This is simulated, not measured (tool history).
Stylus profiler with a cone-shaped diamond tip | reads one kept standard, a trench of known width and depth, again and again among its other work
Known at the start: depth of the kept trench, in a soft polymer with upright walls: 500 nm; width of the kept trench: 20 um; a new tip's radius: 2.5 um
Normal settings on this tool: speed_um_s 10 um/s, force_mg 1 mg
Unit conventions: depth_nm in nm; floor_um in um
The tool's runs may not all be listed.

run   hour  speed_um_s  force_mg  depth_nm  floor_um
  1      0          10         1    503.03     16.93
  2   17.4          10         1    502.59     16.88
  3   48.4          10         1    502.64     16.94
  4     84          10         1    502.63     16.89
  5  102.5          10         1    502.64     16.86
  6  131.9          10         1    502.53     16.94
  7  150.9          10         1    502.57      16.9
  8  172.8          10         1    502.82     16.93
  9  189.9          10      0.39     501.5     16.77
 10  210.3          10      0.39     501.3     16.88
 11  239.7          10      0.39    501.31     16.85
 12  266.3          10      0.39    501.46     16.91
 13  288.6          10      1.74    504.02     16.91
 14  310.3          10      0.66    502.23     16.91
 15  334.6          10      1.11    502.95     16.93
 16  371.1          11         1    503.04     16.91
 17    396          11         1     502.5     16.91
 18  429.9          11         1    502.51     16.87
 19  449.5          11         1    502.73     16.89
 20  470.7           6         1    502.75     16.96
 21  486.6           6         1    502.67     16.92
 22  517.8           6         1     502.7      16.9
 23  536.8           6      1.53    503.47     16.94
 24  564.7           3      0.71    502.32     16.89
 25  600.8           6      1.56    503.71     16.92
 26  635.1           8      0.37    501.31     16.95
     657.4  -- new tip fitted, height scale calibrated
 27  672.3           3      0.75    501.87     16.94
 28  690.4          30         1    502.96     16.77
 29  712.3           5      0.61    501.92     16.96
 30  744.9           5      2.68    505.05     16.98
 31  771.3           5      2.68       505     16.94

Run 32, settings as shown, results not yet in. Your forecast:
 32  790.4           5      2.01         ?         ?

Run 32 measured depth_nm 504.53 nm, floor_um 16.96 um.
With the hidden condition absent and the run-to-run variation left alone, this run would have shown depth_nm 504.53 nm, floor_um 16.96 um.

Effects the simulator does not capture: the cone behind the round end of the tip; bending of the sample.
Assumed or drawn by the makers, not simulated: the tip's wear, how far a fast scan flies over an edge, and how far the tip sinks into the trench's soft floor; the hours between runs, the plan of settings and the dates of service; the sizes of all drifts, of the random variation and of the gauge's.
